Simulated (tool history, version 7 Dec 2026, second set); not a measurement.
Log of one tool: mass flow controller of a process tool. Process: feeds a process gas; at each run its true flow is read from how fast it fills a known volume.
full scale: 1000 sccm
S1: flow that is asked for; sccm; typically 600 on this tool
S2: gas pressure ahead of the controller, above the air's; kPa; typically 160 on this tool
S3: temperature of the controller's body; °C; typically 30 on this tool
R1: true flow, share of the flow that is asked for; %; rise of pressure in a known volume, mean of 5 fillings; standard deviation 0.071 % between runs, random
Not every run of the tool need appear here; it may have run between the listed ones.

run 1 hour=0.0 | S1=600 S2=160 S3=30 | R1=100.16
run 2 hour=58.1 | S1=600 S2=160 S3=30 | R1=100.26
run 3 hour=153.2 | S1=600 S2=213 S3=30 | R1=100.13
run 4 hour=239.8 | S1=600 S2=213 S3=30 | R1=100.15
run 5 hour=318.5 | S1=600 S2=213 S3=30 | R1=100.02
run 6 hour=398.6 | S1=600 S2=160 S3=30 | R1=100.28
run 7 hour=465.8 | S1=600 S2=160 S3=30 | R1=100.20
run 8 hour=539.5 | S1=600 S2=160 S3=30 | R1=100.17
run 9 hour=592.8 | S1=600 S2=160 S3=30 | R1=100.19
run 10 hour=647.3 | S1=600 S2=160 S3=30 | R1=100.37
run 11 hour=716.5 | S1=600 S2=160 S3=30 | R1=100.34
-- hour=721.4 controller's zero set anew
run 12 hour=794.6 | S1=600 S2=160 S3=30 | R1=100.25
run 13 hour=874.4 | S1=600 S2=160 S3=30 | R1=100.41
run 14 hour=932.5 | S1=600 S2=160 S3=37 | R1=100.95
run 15 hour=1003.7 | S1=600 S2=160 S3=30 | R1=100.39
run 16 hour=1051.2 | S1=600 S2=160 S3=36 | R1=100.99
-- hour=1063.8 controller's zero set anew, once more
run 17 hour=1116.5 | S1=131 S2=248 S3=30 | R1=99.10
run 18 hour=1192.0 | S1=369 S2=248 S3=39 | R1=100.22
run 19 hour=1271.5 | S1=600 S2=144 S3=30 | R1=99.67
run 20 hour=1311.2 | S1=600 S2=144 S3=30 | R1=99.86
run 21 hour=1399.3 | S1=445 S2=160 S3=30 | R1=99.65

What will run 22 give?
run 22 hour=1493.5 | S1=445 S2=192 S3=30 | R1=?

R1: 99.64 %
On a tool with no hidden condition, and with the same random variation, this run would have come out at R1 99.85 %.
